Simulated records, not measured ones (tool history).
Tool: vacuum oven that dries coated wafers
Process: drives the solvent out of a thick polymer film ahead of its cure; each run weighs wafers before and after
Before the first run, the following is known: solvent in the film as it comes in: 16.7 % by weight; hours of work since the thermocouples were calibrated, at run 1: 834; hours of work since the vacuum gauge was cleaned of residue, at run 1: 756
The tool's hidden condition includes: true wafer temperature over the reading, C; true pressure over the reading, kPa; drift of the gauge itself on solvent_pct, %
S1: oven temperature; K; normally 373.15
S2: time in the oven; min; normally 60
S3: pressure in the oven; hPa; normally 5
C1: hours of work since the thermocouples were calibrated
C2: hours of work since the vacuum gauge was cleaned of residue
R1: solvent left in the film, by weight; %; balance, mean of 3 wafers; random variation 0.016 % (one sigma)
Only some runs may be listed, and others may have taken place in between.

Run 1, hour 0: usual settings; C1 834; C2 756. Result: R1 3.75 %.
Run 2, hour 12: usual settings; C1 843; C2 765. Result: R1 3.74 %.
Run 3, hour 30.6: usual settings; C1 857; C2 780. Result: R1 3.74 %.
Run 4, hour 45: usual settings; C1 868; C2 791. Result: R1 3.77 %.
Run 5, hour 66.6: usual settings; C1 885; C2 807. Result: R1 3.76 %.
Run 6, hour 83: usual settings; C1 897; C2 820. Result: R1 3.75 %.
Run 7, hour 102.8: usual settings; C1 913; C2 835. Result: R1 3.77 %.
Run 8, hour 117.9: usual settings; C1 924; C2 847. Result: R1 3.75 %.
Run 9, hour 143.4: usual settings; C1 944; C2 866. Result: R1 3.75 %.
Run 10, hour 164.2: usual settings; C1 960; C2 882. Result: R1 3.75 %.
Run 11, hour 183.8: usual settings; C1 975; C2 897. Result: R1 3.75 %.
Run 12, hour 202.9: usual settings; C1 990; C2 912. Result: R1 3.77 %.
Run 13, hour 222.1: usual settings; C1 1004; C2 927. Result: R1 3.76 %.
Run 14, hour 241.6: usual settings; C1 1019; C2 942. Result: R1 3.73 %.
Run 15, hour 266.4: usual settings but S1 386.15 K, S2 57 min, S3 7.55 hPa; C1 1038; C2 961. Result: R1 1.74 %.
Run 16, hour 286.5: usual settings but S1 366.15 K, S2 57 min, S3 10.88 hPa; C1 1054; C2 976. Result: R1 6 %.
Run 17, hour 298.8: usual settings but S1 372.15 K, S2 47 min, S3 13.74 hPa; C1 1063; C2 985. Result: R1 5.64 %.
Run 18, hour 317.1: usual settings but S1 361.15 K, S2 105 min, S3 5.07 hPa; C1 1077; C2 1000. Result: R1 3.85 %.
Run 19, hour 337.4: usual settings but S1 388.15 K, S2 41 min, S3 19.01 hPa; C1 1093; C2 1015. Result: R1 3.04 %.
Run 20, hour 350.7: usual settings but S1 377.15 K, S2 41 min, S3 19.01 hPa; C1 1103; C2 1025. Result: R1 5.36 %.
Run 21, hour 367.3: usual settings but S1 358.15 K, S3 8.08 hPa; C1 1116; C2 1038. Result: R1 7.44 %.
At hour 388.1: oven's thermocouples calibrated.
Run 22, hour 393.6: usual settings but S1 386.15 K, S2 52 min, S3 2.92 hPa; C1 4; C2 1057. Result: R1 1.85 %.
Run 23, hour 415.9: usual settings but S1 386.15 K, S2 52 min, S3 2.92 hPa; C1 21; C2 1074. Result: R1 1.87 %.
Run 24, hour 429.7: usual settings but S1 387.15 K, S2 80 min; C1 32; C2 1084. Result: R1 0.74 %.
Run 25, hour 443.2: usual settings but S1 387.15 K, S2 80 min; C1 42; C2 1095. Result: R1 0.71 %.
Run 26, hour 459.4: usual settings but S1 371.15 K, S2 50 min, S3 6.14 hPa; C1 55; C2 1107. Result: R1 5.17 %.
Run 27, hour 479.6: usual settings but S1 372.15 K, S3 8.82 hPa; C1 70; C2 1123. Result: R1 4.24 %.
Run 28, hour 503.7: usual settings but S1 385.15 K, S3 3.35 hPa; C1 89; C2 1141. Result: R1 1.57 %.

Pick out some run-to-run changes in R1. Of each, how much would a tool without hidden state show as well, from the settings, what came in and chance, and how much is left for the hidden state and any gauge scatter not in both results compared?
Run 12 -> 13: settings left as they were, no log entry in between. R1 -0.01 %: hidden state -0.01, all else +0.
Run 21 -> 22: S1 358.15 -> 386.15, S2 60 -> 52, S3 8.08 -> 2.92, oven's thermocouples calibrated. R1 -5.59 %: hidden state +0.02, all else -5.61.
Run 25 -> 26: S1 387.15 -> 371.15, S2 80 -> 50, S3 5 -> 6.14. R1 +4.46 %: hidden state +0.01, all else +4.45.
